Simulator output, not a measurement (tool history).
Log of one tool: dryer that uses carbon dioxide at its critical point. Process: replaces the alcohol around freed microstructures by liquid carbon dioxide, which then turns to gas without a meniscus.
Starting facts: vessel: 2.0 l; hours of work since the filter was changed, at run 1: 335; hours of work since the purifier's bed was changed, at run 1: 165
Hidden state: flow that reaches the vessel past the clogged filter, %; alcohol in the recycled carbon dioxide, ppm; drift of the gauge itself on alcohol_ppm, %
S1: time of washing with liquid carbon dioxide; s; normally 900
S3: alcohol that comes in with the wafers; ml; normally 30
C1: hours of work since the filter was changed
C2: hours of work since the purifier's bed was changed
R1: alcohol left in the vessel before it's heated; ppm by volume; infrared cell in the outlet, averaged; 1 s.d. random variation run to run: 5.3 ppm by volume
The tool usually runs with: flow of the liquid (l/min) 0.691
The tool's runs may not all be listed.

run 1 hour=0 | S1=900 flow_of_the_liquid_(l/min)=0.691 S3=30 | C1=335 C2=165 | R1=303
run 2 hour=16.1 | S1=900 flow_of_the_liquid_(l/min)=0.691 S3=30 | C1=342 C2=172 | R1=298
run 3 hour=38.3 | S1=900 flow_of_the_liquid_(l/min)=0.691 S3=30 | C1=352 C2=182 | R1=311
run 4 hour=61.8 | S1=1200 flow_of_the_liquid_(l/min)=0.691 S3=30 | C1=363 C2=193 | R1=142
run 5 hour=80.3 | S1=1200 flow_of_the_liquid_(l/min)=0.691 S3=30 | C1=372 C2=202 | R1=156
run 6 hour=95.9 | S1=660 flow_of_the_liquid_(l/min)=1.072 S3=45 | C1=379 C2=209 | R1=291
run 7 hour=117.8 | S1=660 flow_of_the_liquid_(l/min)=1.009 S3=25 | C1=389 C2=219 | R1=247
run 8 hour=133.5 | S1=600 flow_of_the_liquid_(l/min)=0.691 S3=91 | C1=397 C2=227 | R1=3047
run 9 hour=150.2 | S1=600 flow_of_the_liquid_(l/min)=0.691 S3=91 | C1=404 C2=234 | R1=3120

What will run 10 give?
-- hour=165.1 inlet filter changed
run 10 hour=171.8 | S1=1080 flow_of_the_liquid_(l/min)=0.702 S3=96 | C1=3 C2=244 | R1=?

R1: 251 ppm by volume
On a tool with no hidden condition, and with the same random variation, this run would have come out at R1 143 ppm by volume.
